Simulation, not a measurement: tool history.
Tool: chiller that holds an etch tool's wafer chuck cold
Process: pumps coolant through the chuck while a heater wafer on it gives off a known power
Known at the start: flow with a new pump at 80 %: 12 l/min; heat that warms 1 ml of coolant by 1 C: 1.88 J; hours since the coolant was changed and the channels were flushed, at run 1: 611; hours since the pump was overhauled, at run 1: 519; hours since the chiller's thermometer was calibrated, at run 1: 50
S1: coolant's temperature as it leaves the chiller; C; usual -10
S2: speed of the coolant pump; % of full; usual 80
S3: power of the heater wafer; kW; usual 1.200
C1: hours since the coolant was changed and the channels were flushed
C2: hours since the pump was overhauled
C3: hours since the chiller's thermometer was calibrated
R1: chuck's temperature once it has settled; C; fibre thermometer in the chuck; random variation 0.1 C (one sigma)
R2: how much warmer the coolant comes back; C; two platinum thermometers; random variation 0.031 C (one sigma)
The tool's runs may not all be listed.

run 1 hour=0.0 | S1=-10 S2=80 S3=1.200 | C1=611 C2=519 C3=50 | R1=3.9 R2=3.20
run 2 hour=18.0 | S1=-15 S2=80 S3=1.200 | C1=629 C2=537 C3=68 | R1=-0.8 R2=3.22
run 3 hour=32.6 | S1=-10 S2=85 S3=1.200 | C1=644 C2=552 C3=82 | R1=3.4 R2=3.03
run 4 hour=57.0 | S1=-10 S2=85 S3=1.200 | C1=668 C2=576 C3=107 | R1=3.4 R2=3.07
run 5 hour=72.8 | S1=-10 S2=86 S3=1.200 | C1=684 C2=592 C3=122 | R1=3.1 R2=2.96
run 6 hour=89.3 | S1=-9 S2=80 S3=1.200 | C1=701 C2=608 C3=139 | R1=4.9 R2=3.26
run 7 hour=105.1 | S1=-10 S2=80 S3=1.200 | C1=717 C2=624 C3=155 | R1=4.0 R2=3.26
run 8 hour=135.1 | S1=-10 S2=80 S3=1.200 | C1=747 C2=654 C3=185 | R1=4.2 R2=3.32
run 9 hour=152.8 | S1=-10 S2=80 S3=1.200 | C1=764 C2=672 C3=203 | R1=4.0 R2=3.23
run 10 hour=183.2 | S1=-9 S2=80 S3=1.200 | C1=795 C2=702 C3=233 | R1=4.9 R2=3.36
run 11 hour=212.1 | S1=-9 S2=80 S3=1.200 | C1=824 C2=731 C3=262 | R1=4.8 R2=3.31
run 12 hour=240.5 | S1=-10 S2=93 S3=1.200 | C1=852 C2=759 C3=290 | R1=2.9 R2=2.90
run 13 hour=257.7 | S1=-10 S2=80 S3=1.338 | C1=869 C2=777 C3=307 | R1=5.4 R2=3.70
run 14 hour=276.3 | S1=-15 S2=80 S3=1.200 | C1=888 C2=795 C3=326 | R1=-1.1 R2=3.40
run 15 hour=297.7 | S1=-15 S2=80 S3=1.200 | C1=909 C2=817 C3=347 | R1=-1.0 R2=3.40
run 16 hour=311.4 | S1=-15 S2=80 S3=1.200 | C1=923 C2=830 C3=361 | R1=-1.0 R2=3.33
run 17 hour=333.7 | S1=-10 S2=80 S3=1.262 | C1=945 C2=853 C3=383 | R1=4.7 R2=3.56
run 18 hour=358.6 | S1=-10 S2=80 S3=1.262 | C1=970 C2=878 C3=408 | R1=4.7 R2=3.56
run 19 hour=374.9 | S1=-10 S2=65 S3=0.796 | C1=986 C2=894 C3=425 | R1=0.4 R2=2.83
run 20 hour=397.9 | S1=-10 S2=85 S3=1.200 | C1=1009 C2=917 C3=448 | R1=3.4 R2=3.23
run 21 hour=413.4 | S1=-3 S2=80 S3=1.200 | C1=1025 C2=932 C3=463 | R1=11.0 R2=3.46
run 22 hour=427.8 | S1=-3 S2=80 S3=1.200 | C1=1039 C2=947 C3=477 | R1=11.0 R2=3.44
run 23 hour=441.8 | S1=-3 S2=80 S3=1.200 | C1=1053 C2=961 C3=492 | R1=10.9 R2=3.50
run 24 hour=459.4 | S1=0 S2=76 S3=0.964 | C1=1071 C2=978 C3=509 | R1=11.7 R2=2.97
run 25 hour=479.8 | S1=-19 S2=77 S3=1.605 | C1=1091 C2=999 C3=529 | R1=0.2 R2=4.66
run 26 hour=503.5 | S1=-19 S2=77 S3=1.605 | C1=1115 C2=1022 C3=553 | R1=0.2 R2=4.77
run 27 hour=524.0 | S1=-14 S2=96 S3=0.780 | C1=1135 C2=1043 C3=574 | R1=-6.0 R2=2.06
-- hour=546.9 gauge calibrated
run 28 hour=554.9 | S1=-14 S2=96 S3=0.780 | C1=1166 C2=1074 C3=605 | R1=-6.0 R2=1.74
run 29 hour=575.7 | S1=-6 S2=96 S3=1.085 | C1=1187 C2=1095 C3=625 | R1=5.2 R2=2.42
run 30 hour=595.6 | S1=-7 S2=94 S3=0.805 | C1=1207 C2=1115 C3=645 | R1=1.6 R2=1.86
run 31 hour=609.7 | S1=-10 S2=76 S3=1.430 | C1=1221 C2=1129 C3=659 | R1=7.1 R2=4.07
run 32 hour=634.5 | S1=-10 S2=76 S3=1.430 | C1=1246 C2=1153 C3=684 | R1=7.3 R2=4.03
run 33 hour=653.1 | S1=-19 S2=76 S3=1.532 | C1=1265 C2=1172 C3=703 | R1=-0.6 R2=4.30

The same runs without the tool's hidden state, with the same run-to-run variation:
The hidden state here: heat passed by the chuck's channels, % of clean ones'; flow at a given pump speed, % of a new pump's; coolant's true temperature over the reading, C; drift of the gauge itself on chuck_c, C; drift of the gauge itself on warmer_back_c, C.
run=1 R2=3.20
run=2 R2=3.21
run=3 R2=3.01
run=4 R2=3.04
run=5 R2=2.92
run=6 R2=3.21
run=7 R2=3.20
run=8 R2=3.24
run=9 R2=3.13
run=10 R2=3.25
run=11 R2=3.18
run=12 R2=2.75
run=13 R2=3.55
run=14 R2=3.23
run=15 R2=3.23
run=16 R2=3.14
run=17 R2=3.36
run=18 R2=3.34
run=19 R2=2.60
run=20 R2=2.99
run=21 R2=3.21
run=22 R2=3.18
run=23 R2=3.23
run=24 R2=2.69
run=25 R2=4.37
run=26 R2=4.47
run=27 R2=1.74
run=28 R2=1.73
run=29 R2=2.41
run=30 R2=1.83
run=31 R2=4.03
run=32 R2=3.98
run=33 R2=4.23
R1: within 0.1 C of the measured result in every run.
